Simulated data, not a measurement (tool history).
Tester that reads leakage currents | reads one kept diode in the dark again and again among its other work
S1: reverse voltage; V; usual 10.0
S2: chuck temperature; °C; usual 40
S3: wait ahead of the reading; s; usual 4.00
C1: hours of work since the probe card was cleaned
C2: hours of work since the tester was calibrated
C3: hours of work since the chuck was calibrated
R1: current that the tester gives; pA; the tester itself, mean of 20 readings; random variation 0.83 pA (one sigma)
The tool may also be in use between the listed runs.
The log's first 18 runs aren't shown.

run    hour    S1  S2    S3    C1    C2    C3      R1
 19  1256.3  10.0  38  4.00  1770  3220  1030  259.37
 20  1332.6  10.0  40  4.00  1828  3277  1087  297.42
 21  1412.1  10.0  40  4.00  1887  3337  1147  296.68
 22  1507.8  10.0  40  4.00  1959  3409  1219  299.81
 23  1591.0  10.0  40  0.49  2022  3471  1282  303.51
 24  1631.0  10.0  40  0.49  2052  3502  1312  305.59
 25  1727.7  10.0  40  0.49  2125  3574  1385  308.15
 26  1822.9   6.6  40  1.03  2196  3646  1456  245.41
 27  1865.5  13.9  40  9.34  2228  3678  1488  360.16
 28  1912.9  15.6  29  1.36  2264  3714  1524  196.21
 29  1990.8   8.2  37  7.20  2323  3772  1583  224.92
 30  2049.1  10.0  24  8.29  2367  3816  1626  110.88
     2068.1  -- chuck's temperature calibrated
 31  2132.2  15.0  24  8.77  2427  3877    48  135.86
 32  2198.1  10.0  40  2.30  2477  3927    98  292.94
 33  2263.6  10.0  55  2.30  2526  3976   147  739.07
 34  2359.5   3.8  44  4.24  2598  4048   219  228.52
 35  2434.8  15.9  46  4.39  2655  4105   276  550.72
 36  2522.7  15.9  46  4.39  2721  4171   342  550.83
 37  2570.0  13.2  30  4.39  2757  4206   378  187.45
 38  2642.8   5.2  40  0.33  2812  4261   432  214.66
 39  2705.6   2.4  40  0.33  2859  4308   480  141.57

Forecast each of these 4 alternatives for the next run:
  A  2787.2  13.7  40  4.00  2920  4370  541   ?
  B  2787.2   8.4  43  0.77  2920  4370  541   ?
  C  2787.2   2.5  48  9.38  2920  4370  541   ?
  D  2787.2   2.4  40  0.30  2920  4370  541   ?

run      R1
  A  355.10
  B  333.01
  C  240.18
  D  142.47
Without the tool's hidden state the same runs would have given:
run      R1
  A  323.14
  B  312.50
  C  233.01
  D  136.20

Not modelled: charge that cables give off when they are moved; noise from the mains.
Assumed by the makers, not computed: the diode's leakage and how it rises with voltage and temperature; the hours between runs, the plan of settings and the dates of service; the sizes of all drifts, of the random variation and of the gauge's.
